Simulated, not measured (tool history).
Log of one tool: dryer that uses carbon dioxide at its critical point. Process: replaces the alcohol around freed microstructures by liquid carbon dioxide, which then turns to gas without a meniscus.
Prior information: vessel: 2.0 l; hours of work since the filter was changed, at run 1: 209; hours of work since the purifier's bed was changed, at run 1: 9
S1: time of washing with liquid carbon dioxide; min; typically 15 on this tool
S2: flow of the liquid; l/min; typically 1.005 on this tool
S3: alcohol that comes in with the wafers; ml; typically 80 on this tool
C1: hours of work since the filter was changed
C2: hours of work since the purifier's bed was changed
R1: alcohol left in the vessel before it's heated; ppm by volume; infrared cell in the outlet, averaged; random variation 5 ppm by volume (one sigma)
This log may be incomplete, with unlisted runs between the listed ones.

run	hour	S1	S2	S3	C1	C2	R1
1	0	15	1.005	80	209	9	59
2	70.3	14	1.005	80	253	53	134
# hour 111.3: inlet filter changed
3	124.2	15	1.005	61	8	86	81
4	178.4	15	1.005	61	42	120	91
5	220.8	15	1.005	80	68	146	118
6	261	21	1.005	80	93	171	93
7	297.7	21	1.005	80	116	194	112
8	350.4	21	1.005	80	149	227	127
9	421.4	21	1.005	104	193	271	158
10	476.3	21	1.005	104	227	305	169
11	544.6	21	1.005	104	270	348	204
# hour 556.3: inlet filter changed
12	589.2	21	1.005	104	20	375	203
13	657.4	21	1.005	104	63	418	219
14	723.6	21	1.005	104	104	459	243
15	757.9	21	1.005	104	126	480	269
16	792.2	15	0.74	80	147	502	526
# hour 846.8: purifier's bed changed
17	846.8	15	0.74	80	179	0	280
18	911.1	15	0.74	80	219	40	337
19	944.8	15	0.74	80	240	61	357
# hour 1007.1: inlet filter changed
20	1018.4	15	0.74	80	7	106	268
21	1060.3	15	1	80	33	132	100
22	1118.6	14	1.005	80	70	169	151
23	1177.5	14	1.21	80	106	205	131
24	1224	15	1.005	80	135	234	166
25	1267.4	15	1.005	80	162	261	187
26	1321.1	13	1.2	29	196	295	173
27	1354.1	17	1.21	29	216	316	174
28	1412.1	11	1.51	22	252	352	191
# hour 1453.9: inlet filter changed
29	1481.2	15	0.74	43	17	394	309
30	1552.4	15	1.45	114	61	439	230
31	1594.5	11	1.26	24	88	465	275
32	1651.8	11	1.005	80	123	500	523
33	1694.5	22	1.005	80	150	527	281
# hour 1708.4: purifier's bed changed
34	1733	18	0.67	20	172	15	56
35	1792.8	18	0.67	20	209	53	90
36	1861.7	15	0.84	80	252	96	228
# hour 1907.1: inlet filter changed
37	1914.8	15	0.84	80	5	128	169
38	1986.1	15	0.84	80	49	172	208
39	2022.5	14	0.68	81	72	195	616

Estimate the outcome of run 40 from the log above:
40	2068	15	0.64	80	100	224	?

{"run 40": {"R1": 644}}
With no hidden state in the tool, this same run would have given R1 423 ppm by volume.
